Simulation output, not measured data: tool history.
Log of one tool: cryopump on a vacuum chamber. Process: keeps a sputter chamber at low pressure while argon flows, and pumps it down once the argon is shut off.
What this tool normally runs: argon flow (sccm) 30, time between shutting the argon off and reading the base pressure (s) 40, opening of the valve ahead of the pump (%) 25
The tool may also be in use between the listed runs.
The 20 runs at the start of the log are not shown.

run    hour  argon flow (sccm)  time between shutting the argon off and reading the base pressure (s)  opening of the valve ahead of the pump (%)  hours of work since the pump was warmed up and emptied  hours of work since the cold head was overhauled  hours of work since the chamber's fittings were tightened  pressure while argon flows (Pa)  pressure after the wait (uPa)
 21  1737.7                 38                                                                     89                                          53                                                     156                                              1170                                                       2647                           0.0826                            3.1
 22  1790.3                 33                                                                     89                                          17                                                     179                                              1193                                                       2670                           0.2178                           3.06
 23  1876.8                 33                                                                     89                                          17                                                     218                                              1232                                                       2709                           0.2207                           3.13
 24  1930.9                 33                                                                     89                                          17                                                     242                                              1256                                                       2733                           0.2189                            3.2
 25  1991.8                 33                                                                     89                                          17                                                     269                                              1283                                                       2760                           0.2207                           3.25
 26  2092.4                 18                                                                     40                                          56                                                     314                                              1328                                                       2805                            0.038                           4.22
 27  2208.3                 30                                                                     38                                          25                                                     366                                              1380                                                       2857                           0.1392                           4.37
 28    2259                 30                                                                     38                                          25                                                     389                                              1403                                                       2880                           0.1395                           4.48
 29  2370.9                 14                                                                    199                                          43                                                     439                                              1453                                                       2930                           0.0378                            3.1
 30  2459.5                 14                                                                    199                                          43                                                     478                                              1493                                                       2969                           0.0391                           3.18
 31  2579.2                 32                                                                     55                                          15                                                     532                                              1546                                                       3023                           0.2459                           4.19
 32  2665.9                 30                                                                     24                                          39                                                     571                                              1585                                                       3062                            0.092                           5.48
 33  2761.3                 57                                                                     40                                          25                                                     613                                              1628                                                       3104                           0.2673                           4.85
 34  2880.9                 12                                                                     27                                          25                                                     667                                              1681                                                       3158                           0.0565                            5.6
 35  2942.1                 16                                                                    177                                          53                                                     694                                              1708                                                       3185                           0.0384                           3.54

Branching from run 35: 3 alternative next runs. What would each branch give?
  A  3058.1                 37                                                                     97                                          53                                                     746                                              1760                                                       3237                                ?                              ?
  B  3058.1                 33                                                                    177                                          53                                                     746                                              1760                                                       3237                                ?                              ?
  C  3058.1                 30                                                                     29                                          37                                                     746                                              1760                                                       3237                                ?                              ?

run  pressure while argon flows (Pa)  pressure after the wait (uPa)
  A                           0.0886                           4.06
  B                           0.0786                           3.83
  C                           0.1002                           5.59
Without the tool's hidden state the same runs would have given:
run  pressure while argon flows (Pa)  pressure after the wait (uPa)
  A                           0.0777                           0.89
  B                           0.0689                            0.6
  C                           0.0913                            2.4

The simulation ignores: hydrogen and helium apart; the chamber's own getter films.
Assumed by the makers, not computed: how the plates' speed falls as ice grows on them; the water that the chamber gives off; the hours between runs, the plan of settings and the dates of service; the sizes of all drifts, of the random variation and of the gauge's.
